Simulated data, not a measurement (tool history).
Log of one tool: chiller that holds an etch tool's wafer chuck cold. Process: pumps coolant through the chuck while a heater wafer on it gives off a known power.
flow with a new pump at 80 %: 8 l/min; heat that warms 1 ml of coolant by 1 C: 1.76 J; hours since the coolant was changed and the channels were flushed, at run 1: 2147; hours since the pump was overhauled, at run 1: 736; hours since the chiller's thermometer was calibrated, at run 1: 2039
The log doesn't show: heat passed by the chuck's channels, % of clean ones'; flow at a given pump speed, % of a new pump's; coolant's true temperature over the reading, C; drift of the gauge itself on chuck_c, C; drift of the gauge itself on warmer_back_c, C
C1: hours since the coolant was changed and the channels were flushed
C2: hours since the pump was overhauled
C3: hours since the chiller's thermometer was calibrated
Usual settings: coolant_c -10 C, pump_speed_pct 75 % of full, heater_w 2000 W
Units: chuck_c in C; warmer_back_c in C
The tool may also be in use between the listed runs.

{"run": 1, "hour": 0.0, "coolant_c": -10, "pump_speed_pct": 75, "heater_w": 2000, "C1": 2147, "C2": 736, "C3": 2039, "chuck_c": 13.9, "warmer_back_c": 9.2}
{"run": 2, "hour": 60.2, "coolant_c": -10, "pump_speed_pct": 75, "heater_w": 2000, "C1": 2207, "C2": 796, "C3": 2099, "chuck_c": 13.9, "warmer_back_c": 9.18}
{"run": 3, "hour": 123.3, "coolant_c": -10, "pump_speed_pct": 75, "heater_w": 2000, "C1": 2270, "C2": 859, "C3": 2162, "chuck_c": 14.0, "warmer_back_c": 9.19}
{"run": 4, "hour": 176.3, "coolant_c": -10, "pump_speed_pct": 75, "heater_w": 2000, "C1": 2323, "C2": 912, "C3": 2215, "chuck_c": 14.1, "warmer_back_c": 9.14}
{"run": 5, "hour": 209.5, "coolant_c": -10, "pump_speed_pct": 75, "heater_w": 2000, "C1": 2356, "C2": 945, "C3": 2248, "chuck_c": 14.1, "warmer_back_c": 9.18}
{"run": 6, "hour": 261.4, "coolant_c": -10, "pump_speed_pct": 85, "heater_w": 2000, "C1": 2408, "C2": 997, "C3": 2300, "chuck_c": 12.4, "warmer_back_c": 8.13}

Run 7 comes next. What will it give?
{"run": 7, "hour": 326.5, "coolant_c": -10, "pump_speed_pct": 90, "heater_w": 1572, "C1": 2473, "C2": 1062, "C3": 2365, "chuck_c": "?", "warmer_back_c": "?"}

chuck_c: 7.2 C
warmer_back_c: 6.01 C
Without the tool's hidden state the same run would have given chuck_c 6.4 C, warmer_back_c 5.95 C.
